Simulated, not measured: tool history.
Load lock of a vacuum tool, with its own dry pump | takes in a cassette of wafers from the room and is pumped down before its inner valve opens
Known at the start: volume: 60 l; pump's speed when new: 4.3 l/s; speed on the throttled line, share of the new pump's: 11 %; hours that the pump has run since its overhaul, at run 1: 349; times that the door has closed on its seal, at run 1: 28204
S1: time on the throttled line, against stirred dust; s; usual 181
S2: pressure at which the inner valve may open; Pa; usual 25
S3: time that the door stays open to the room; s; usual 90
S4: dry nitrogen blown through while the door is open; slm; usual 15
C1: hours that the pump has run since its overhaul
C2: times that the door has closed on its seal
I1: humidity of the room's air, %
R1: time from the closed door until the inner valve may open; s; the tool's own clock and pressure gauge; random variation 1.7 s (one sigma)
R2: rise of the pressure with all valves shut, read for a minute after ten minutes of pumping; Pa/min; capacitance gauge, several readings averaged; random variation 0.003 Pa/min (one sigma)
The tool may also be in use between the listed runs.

Run 1, hour 0: usual settings; C1 349; C2 28204; I1 45.4. Result: R1 277.3 s, R2 0.231 Pa/min.
At hour 45.5: door's seal changed, seat wiped.
Run 2, hour 336.8: usual settings; C1 684; C2 1159; I1 46.6. Result: R1 277.5 s, R2 0.035 Pa/min.
Run 3, hour 590.6: usual settings; C1 938; C2 2170; I1 44.7. Result: R1 279.1 s, R2 0.035 Pa/min.
Run 4, hour 856.5: usual settings; C1 1204; C2 3228; I1 44.5. Result: R1 279.4 s, R2 0.034 Pa/min.
Run 5, hour 1102.9: usual settings; C1 1450; C2 4209; I1 45.9. Result: R1 278.7 s, R2 0.044 Pa/min.
Run 6, hour 1444.4: usual settings; C1 1792; C2 5569; I1 45.8. Result: R1 280.6 s, R2 0.049 Pa/min.
Run 7, hour 1791.9: usual settings but S4 20 slm; C1 2139; C2 6952; I1 44.2. Result: R1 281 s, R2 0.05 Pa/min.
Run 8, hour 1951.8: usual settings but S4 20 slm; C1 2299; C2 7589; I1 45.6. Result: R1 282.1 s, R2 0.052 Pa/min.
Run 9, hour 2186.8: usual settings but S3 160 s, S4 20 slm; C1 2534; C2 8525; I1 42.8. Result: R1 277.7 s, R2 0.07 Pa/min.
Run 10, hour 2409.8: usual settings but S3 160 s, S4 20 slm; C1 2757; C2 9412; I1 44. Result: R1 280.8 s, R2 0.073 Pa/min.
Run 11, hour 2685.4: usual settings but S3 160 s, S4 20 slm; C1 3033; C2 10510; I1 46. Result: R1 286.1 s, R2 0.079 Pa/min.
Run 12, hour 2868.3: usual settings; C1 3215; C2 11237; I1 47.2. Result: R1 285 s, R2 0.082 Pa/min.
Run 13, hour 3134: usual settings; C1 3481; C2 12295; I1 48. Result: R1 284.5 s, R2 0.098 Pa/min.
Run 14, hour 3345.9: usual settings but S3 132 s; C1 3693; C2 13139; I1 45.4. Result: R1 284.3 s, R2 0.101 Pa/min.
Run 15, hour 3702.8: usual settings but S1 154 s, S3 132 s; C1 4050; C2 14560; I1 44.7. Result: R1 257.8 s, R2 0.108 Pa/min.
Run 16, hour 4002.8: usual settings but S1 154 s, S3 132 s; C1 4350; C2 15754; I1 44.2. Result: R1 259.8 s, R2 0.12 Pa/min.
Run 17, hour 4228.7: usual settings but S1 339 s, S3 193 s, S4 12 slm; C1 4576; C2 16654; I1 43.2. Result: R1 426.8 s, R2 0.144 Pa/min.
Run 18, hour 4442: usual settings but S1 191 s, S2 30 Pa, S3 37 s, S4 23 slm; C1 4789; C2 17503; I1 43. Result: R1 292.3 s, R2 0.114 Pa/min.
Run 19, hour 4767: usual settings but S1 165 s, S2 38 Pa; C1 5114; C2 18796; I1 45.2. Result: R1 263.3 s, R2 0.141 Pa/min.
Run 20, hour 4980.6: usual settings but S1 165 s, S2 49 Pa, S4 11 slm; C1 5328; C2 19647; I1 45.8. Result: R1 264.2 s, R2 0.154 Pa/min.
Run 21, hour 5182.9: usual settings but S1 202 s, S2 38 Pa, S3 62 s, S4 28 slm; C1 5530; C2 20452; I1 48.2. Result: R1 296.2 s, R2 0.144 Pa/min.
Run 22, hour 5408.7: usual settings but S1 202 s, S2 38 Pa, S3 62 s, S4 37 slm; C1 5756; C2 21351; I1 44.4. Result: R1 299.7 s, R2 0.147 Pa/min.
Run 23, hour 5761.7: usual settings but S1 202 s, S2 35 Pa, S3 27 s, S4 22 slm; C1 6109; C2 22757; I1 48.6. Result: R1 301.9 s, R2 0.164 Pa/min.
Run 24, hour 5929.7: usual settings but S1 202 s, S2 19 Pa, S3 27 s, S4 22 slm; C1 6277; C2 23425; I1 45.6. Result: R1 311.8 s, R2 0.17 Pa/min.
Run 25, hour 6257.1: usual settings but S1 148 s, S2 43 Pa, S3 103 s, S4 19 slm; C1 6604; C2 24729; I1 43.8. Result: R1 252.2 s, R2 0.205 Pa/min.
Run 26, hour 6437.7: usual settings but S1 91 s, S2 46 Pa, S3 66 s, S4 7 slm; C1 6785; C2 25448; I1 45. Result: R1 202.5 s, R2 0.22 Pa/min.
Run 27, hour 6713.9: usual settings but S1 98 s, S2 18 Pa, S3 117 s; C1 7061; C2 26548; I1 46.8. Result: R1 222.6 s, R2 0.237 Pa/min.
Run 28, hour 6935.9: usual settings but S1 98 s, S2 18 Pa, S3 117 s; C1 7283; C2 27432; I1 45. Result: R1 224.2 s, R2 0.243 Pa/min.
At hour 7172.2: door's seal changed, seat wiped.
Run 29, hour 7238.2: usual settings but S1 151 s, S2 30 Pa, S3 227 s; C1 7584; C2 263; I1 43.2. Result: R1 262.5 s, R2 0.057 Pa/min.
Run 30, hour 7485.3: usual settings but S1 178 s, S3 89 s; C1 7831; C2 1247; I1 46. Result: R1 284.3 s, R2 0.035 Pa/min.

4 ways to go on from here, each from the tool as it stands after run 30. What would each give?
Run A, hour 7666.7: usual settings but S2 20 Pa, S3 83 s; C1 8012; C2 1969; I1 44.5. Result: R1 ?, R2 ?.
Run B, hour 7666.7: usual settings but S1 178 s, S2 42 Pa, S3 89 s; C1 8012; C2 1969; I1 46. Result: R1 ?, R2 ?.
Run C, hour 7666.7: usual settings but S1 117 s, S2 40 Pa; C1 8012; C2 1969; I1 42.8. Result: R1 ?, R2 ?.
Run D, hour 7666.7: usual settings but S1 226 s, S3 62 s, S4 24 slm; C1 8012; C2 1969; I1 43.1. Result: R1 ?, R2 ?.

run     R1     R2
  A  296.1  0.035
  B  278.4  0.038
  C  229.3  0.038
  D    330  0.024
Without the tool's hidden state the same runs would have given:
run     R1     R2
  A    280  0.028
  B  264.1  0.031
  C  213.6  0.031
  D  315.1  0.017
